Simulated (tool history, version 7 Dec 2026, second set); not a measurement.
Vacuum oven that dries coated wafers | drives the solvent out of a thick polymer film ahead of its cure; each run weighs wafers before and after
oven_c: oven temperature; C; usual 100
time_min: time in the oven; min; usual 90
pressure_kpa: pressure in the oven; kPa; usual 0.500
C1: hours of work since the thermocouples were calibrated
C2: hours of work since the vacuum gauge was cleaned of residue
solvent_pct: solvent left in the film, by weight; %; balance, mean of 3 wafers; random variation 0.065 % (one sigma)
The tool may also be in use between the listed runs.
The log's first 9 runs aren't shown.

run 10 hour=277.2 | oven_c=100 time_min=90 pressure_kpa=0.500 | C1=777 C2=368 | solvent_pct=4.37
run 11 hour=319.0 | oven_c=93 time_min=90 pressure_kpa=0.500 | C1=808 C2=399 | solvent_pct=7.04
run 12 hour=359.9 | oven_c=100 time_min=90 pressure_kpa=0.500 | C1=837 C2=428 | solvent_pct=4.53
run 13 hour=398.0 | oven_c=100 time_min=90 pressure_kpa=0.500 | C1=865 C2=456 | solvent_pct=4.42
run 14 hour=418.5 | oven_c=100 time_min=90 pressure_kpa=0.500 | C1=880 C2=471 | solvent_pct=4.43
run 15 hour=461.2 | oven_c=100 time_min=90 pressure_kpa=0.500 | C1=912 C2=502 | solvent_pct=4.60
run 16 hour=482.5 | oven_c=110 time_min=90 pressure_kpa=0.500 | C1=927 C2=518 | solvent_pct=1.69
run 17 hour=528.4 | oven_c=110 time_min=90 pressure_kpa=0.500 | C1=961 C2=552 | solvent_pct=1.88
run 18 hour=564.9 | oven_c=100 time_min=90 pressure_kpa=0.500 | C1=987 C2=578 | solvent_pct=4.55
run 19 hour=604.8 | oven_c=100 time_min=90 pressure_kpa=0.500 | C1=1016 C2=607 | solvent_pct=4.55
run 20 hour=636.3 | oven_c=87 time_min=86 pressure_kpa=0.500 | C1=1039 C2=630 | solvent_pct=10.12
run 21 hour=656.0 | oven_c=87 time_min=86 pressure_kpa=0.500 | C1=1054 C2=645 | solvent_pct=10.40
run 22 hour=693.5 | oven_c=87 time_min=46 pressure_kpa=0.341 | C1=1081 C2=672 | solvent_pct=13.31
run 23 hour=714.9 | oven_c=100 time_min=137 pressure_kpa=0.500 | C1=1097 C2=688 | solvent_pct=2.60
run 24 hour=758.5 | oven_c=94 time_min=50 pressure_kpa=0.500 | C1=1129 C2=720 | solvent_pct=10.59
run 25 hour=786.7 | oven_c=100 time_min=57 pressure_kpa=0.500 | C1=1149 C2=740 | solvent_pct=7.69
run 26 hour=823.5 | oven_c=100 time_min=57 pressure_kpa=0.500 | C1=1176 C2=767 | solvent_pct=7.57
run 27 hour=845.3 | oven_c=100 time_min=57 pressure_kpa=0.500 | C1=1192 C2=783 | solvent_pct=7.61
run 28 hour=883.7 | oven_c=100 time_min=63 pressure_kpa=0.898 | C1=1220 C2=811 | solvent_pct=7.18
run 29 hour=927.7 | oven_c=104 time_min=107 pressure_kpa=0.506 | C1=1252 C2=843 | solvent_pct=2.61
run 30 hour=947.6 | oven_c=110 time_min=73 pressure_kpa=1.521 | C1=1267 C2=858 | solvent_pct=3.60
run 31 hour=983.9 | oven_c=95 time_min=73 pressure_kpa=1.521 | C1=1293 C2=884 | solvent_pct=9.36
run 32 hour=1013.5 | oven_c=95 time_min=73 pressure_kpa=1.521 | C1=1315 C2=906 | solvent_pct=9.15
run 33 hour=1046.9 | oven_c=96 time_min=74 pressure_kpa=1.071 | C1=1339 C2=930 | solvent_pct=8.15

Run 34 comes next. What will it give?
run 34 hour=1075.8 | oven_c=98 time_min=45 pressure_kpa=1.071 | C1=1361 C2=951 | solvent_pct=?

solvent_pct: 10.70 %
Without the tool's hidden state the same run would have given solvent_pct 10.02 %.

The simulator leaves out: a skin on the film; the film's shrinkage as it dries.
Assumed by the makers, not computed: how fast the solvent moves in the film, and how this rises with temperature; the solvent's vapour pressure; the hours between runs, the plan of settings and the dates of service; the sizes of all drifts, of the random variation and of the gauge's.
